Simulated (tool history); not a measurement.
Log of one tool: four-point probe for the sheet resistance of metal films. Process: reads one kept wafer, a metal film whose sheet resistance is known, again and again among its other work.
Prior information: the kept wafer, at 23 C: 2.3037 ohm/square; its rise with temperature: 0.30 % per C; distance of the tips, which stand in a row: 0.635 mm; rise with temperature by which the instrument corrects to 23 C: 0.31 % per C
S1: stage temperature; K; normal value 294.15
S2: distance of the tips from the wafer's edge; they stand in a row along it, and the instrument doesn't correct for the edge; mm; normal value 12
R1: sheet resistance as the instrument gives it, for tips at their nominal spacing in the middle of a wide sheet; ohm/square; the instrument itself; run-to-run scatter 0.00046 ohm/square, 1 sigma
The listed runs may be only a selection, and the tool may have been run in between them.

{"run": 1, "hour": 0.0, "S1": 294.15, "S2": 12, "R1": 2.307565}
{"run": 2, "hour": 68.1, "S1": 294.15, "S2": 32, "R1": 2.305243}
{"run": 3, "hour": 119.3, "S1": 306.15, "S2": 12, "R1": 2.306682}
{"run": 4, "hour": 166.8, "S1": 294.15, "S2": 10, "R1": 2.309703}
{"run": 5, "hour": 216.5, "S1": 294.15, "S2": 10, "R1": 2.308423}
{"run": 6, "hour": 291.6, "S1": 294.15, "S2": 10, "R1": 2.30814}
{"run": 7, "hour": 343.2, "S1": 294.15, "S2": 10, "R1": 2.308522}
{"run": 8, "hour": 388.0, "S1": 294.15, "S2": 6, "R1": 2.317485}
{"run": 9, "hour": 455.2, "S1": 294.15, "S2": 11, "R1": 2.308016}
{"hour": 474.2, "done": "stage's thermometer calibrated"}
{"run": 10, "hour": 522.9, "S1": 294.15, "S2": 12, "R1": 2.30707}
{"run": 11, "hour": 577.9, "S1": 294.15, "S2": 12, "R1": 2.30795}
{"run": 12, "hour": 616.9, "S1": 294.15, "S2": 12, "R1": 2.307575}
{"run": 13, "hour": 685.4, "S1": 294.15, "S2": 12, "R1": 2.307994}
{"run": 14, "hour": 755.0, "S1": 294.15, "S2": 12, "R1": 2.307802}
{"run": 15, "hour": 820.2, "S1": 294.15, "S2": 12, "R1": 2.307285}
{"run": 16, "hour": 895.1, "S1": 294.15, "S2": 12, "R1": 2.307577}
{"run": 17, "hour": 929.3, "S1": 294.15, "S2": 12, "R1": 2.308476}
{"run": 18, "hour": 993.7, "S1": 294.15, "S2": 12, "R1": 2.307974}
{"run": 19, "hour": 1061.1, "S1": 294.15, "S2": 4, "R1": 2.335227}
{"run": 20, "hour": 1118.1, "S1": 294.15, "S2": 12, "R1": 2.308107}
{"run": 21, "hour": 1188.9, "S1": 294.15, "S2": 53, "R1": 2.303934}
{"run": 22, "hour": 1222.6, "S1": 294.15, "S2": 12, "R1": 2.308445}
{"hour": 1295.7, "done": "new probe head fitted"}
{"run": 23, "hour": 1295.7, "S1": 294.15, "S2": 72, "R1": 2.303929}
{"run": 24, "hour": 1362.0, "S1": 307.15, "S2": 7, "R1": 2.312682}
{"run": 25, "hour": 1412.8, "S1": 307.15, "S2": 7, "R1": 2.312935}
{"run": 26, "hour": 1460.0, "S1": 308.15, "S2": 33, "R1": 2.302531}
{"run": 27, "hour": 1502.7, "S1": 294.15, "S2": 4, "R1": 2.334754}
{"run": 28, "hour": 1568.1, "S1": 297.15, "S2": 17, "R1": 2.305634}
{"run": 29, "hour": 1618.9, "S1": 297.15, "S2": 17, "R1": 2.305061}

Predict the results of run 30:
{"run": 30, "hour": 1672.4, "S1": 307.15, "S2": 49, "R1": "?"}

Logged for run 30: R1 2.303478 ohm/square.
Minus the tool's unlogged condition, the same run would have read R1 2.303457 ohm/square.
